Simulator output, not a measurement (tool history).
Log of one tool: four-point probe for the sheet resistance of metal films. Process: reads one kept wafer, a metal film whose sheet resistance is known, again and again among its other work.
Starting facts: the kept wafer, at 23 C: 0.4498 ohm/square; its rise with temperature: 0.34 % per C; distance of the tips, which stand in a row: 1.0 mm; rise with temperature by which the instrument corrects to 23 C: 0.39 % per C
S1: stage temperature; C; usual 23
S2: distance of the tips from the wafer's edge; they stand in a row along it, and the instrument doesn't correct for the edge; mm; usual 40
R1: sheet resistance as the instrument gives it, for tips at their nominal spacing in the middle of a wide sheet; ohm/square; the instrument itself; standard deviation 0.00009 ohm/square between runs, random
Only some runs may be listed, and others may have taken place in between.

{"run": 1, "hour": 0.0, "S1": 23, "S2": 40, "R1": 0.450801}
{"run": 2, "hour": 11.4, "S1": 23, "S2": 40, "R1": 0.45061}
{"run": 3, "hour": 32.3, "S1": 23, "S2": 40, "R1": 0.450605}
{"run": 4, "hour": 48.2, "S1": 23, "S2": 3, "R1": 0.475749}
{"run": 5, "hour": 58.3, "S1": 23, "S2": 6, "R1": 0.457037}
{"run": 6, "hour": 74.4, "S1": 23, "S2": 6, "R1": 0.457221}
{"run": 7, "hour": 87.4, "S1": 23, "S2": 6, "R1": 0.457254}
{"run": 8, "hour": 107.8, "S1": 23, "S2": 6, "R1": 0.457273}
{"run": 9, "hour": 127.3, "S1": 20, "S2": 6, "R1": 0.457804}
{"run": 10, "hour": 147.3, "S1": 20, "S2": 6, "R1": 0.457744}
{"run": 11, "hour": 170.4, "S1": 29, "S2": 40, "R1": 0.449395}
{"run": 12, "hour": 192.6, "S1": 23, "S2": 40, "R1": 0.450613}
{"run": 13, "hour": 210.3, "S1": 23, "S2": 40, "R1": 0.450728}
{"run": 14, "hour": 231.2, "S1": 24, "S2": 40, "R1": 0.450317}
{"run": 15, "hour": 247.5, "S1": 24, "S2": 40, "R1": 0.450499}
{"hour": 249.7, "done": "stage's thermometer calibrated"}
{"run": 16, "hour": 262.2, "S1": 23, "S2": 40, "R1": 0.450887}
{"run": 17, "hour": 280.7, "S1": 23, "S2": 40, "R1": 0.450781}
{"run": 18, "hour": 291.4, "S1": 19, "S2": 40, "R1": 0.451507}
{"run": 19, "hour": 314.5, "S1": 19, "S2": 40, "R1": 0.451746}
{"run": 20, "hour": 324.1, "S1": 23, "S2": 40, "R1": 0.450821}
{"hour": 340.8, "done": "stage's thermometer calibrated, once more"}
{"run": 21, "hour": 346.7, "S1": 23, "S2": 52, "R1": 0.449774}
{"run": 22, "hour": 367.2, "S1": 23, "S2": 52, "R1": 0.449829}
{"run": 23, "hour": 377.1, "S1": 28, "S2": 62, "R1": 0.448966}
{"run": 24, "hour": 386.6, "S1": 26, "S2": 8, "R1": 0.452853}
{"run": 25, "hour": 399.0, "S1": 27, "S2": 68, "R1": 0.448852}
{"run": 26, "hour": 410.4, "S1": 27, "S2": 68, "R1": 0.448927}
{"run": 27, "hour": 429.1, "S1": 21, "S2": 8, "R1": 0.453891}
{"run": 28, "hour": 446.1, "S1": 23, "S2": 39, "R1": 0.449841}
{"run": 29, "hour": 459.3, "S1": 23, "S2": 39, "R1": 0.449865}
{"run": 30, "hour": 480.5, "S1": 24, "S2": 43, "R1": 0.449455}
{"run": 31, "hour": 499.8, "S1": 24, "S2": 43, "R1": 0.449709}
{"run": 32, "hour": 518.6, "S1": 24, "S2": 43, "R1": 0.449686}
{"run": 33, "hour": 537.2, "S1": 26, "S2": 3, "R1": 0.474632}
{"run": 34, "hour": 547.2, "S1": 22, "S2": 15, "R1": 0.451043}
{"run": 35, "hour": 562.8, "S1": 31, "S2": 13, "R1": 0.449696}
{"run": 36, "hour": 575.5, "S1": 18, "S2": 13, "R1": 0.452073}
{"run": 37, "hour": 596.9, "S1": 23, "S2": 63, "R1": 0.449686}
{"run": 38, "hour": 615.1, "S1": 21, "S2": 63, "R1": 0.4501}
{"run": 39, "hour": 636.7, "S1": 21, "S2": 63, "R1": 0.450085}
{"run": 40, "hour": 659.7, "S1": 23, "S2": 14, "R1": 0.450938}
{"run": 41, "hour": 673.3, "S1": 32, "S2": 13, "R1": 0.449403}
{"run": 42, "hour": 696.4, "S1": 26, "S2": 31, "R1": 0.449394}
{"run": 43, "hour": 708.3, "S1": 34, "S2": 32, "R1": 0.447895}
{"run": 44, "hour": 721.2, "S1": 23, "S2": 13, "R1": 0.45121}

Here are 4 independent what-if runs from the current tool condition. What would each one return?
{"run": "A", "hour": 743.8, "S1": 29, "S2": 14, "R1": "?"}
{"run": "B", "hour": 743.8, "S1": 19, "S2": 44, "R1": "?"}
{"run": "C", "hour": 743.8, "S1": 18, "S2": 40, "R1": "?"}
{"run": "D", "hour": 743.8, "S1": 30, "S2": 15, "R1": "?"}

run=A R1=0.449784
run=B R1=0.450454
run=C R1=0.450719
run=D R1=0.449464
Without the tool's hidden state the same runs would have given:
run=A R1=0.449942
run=B R1=0.450609
run=C R1=0.450874
run=D R1=0.449623
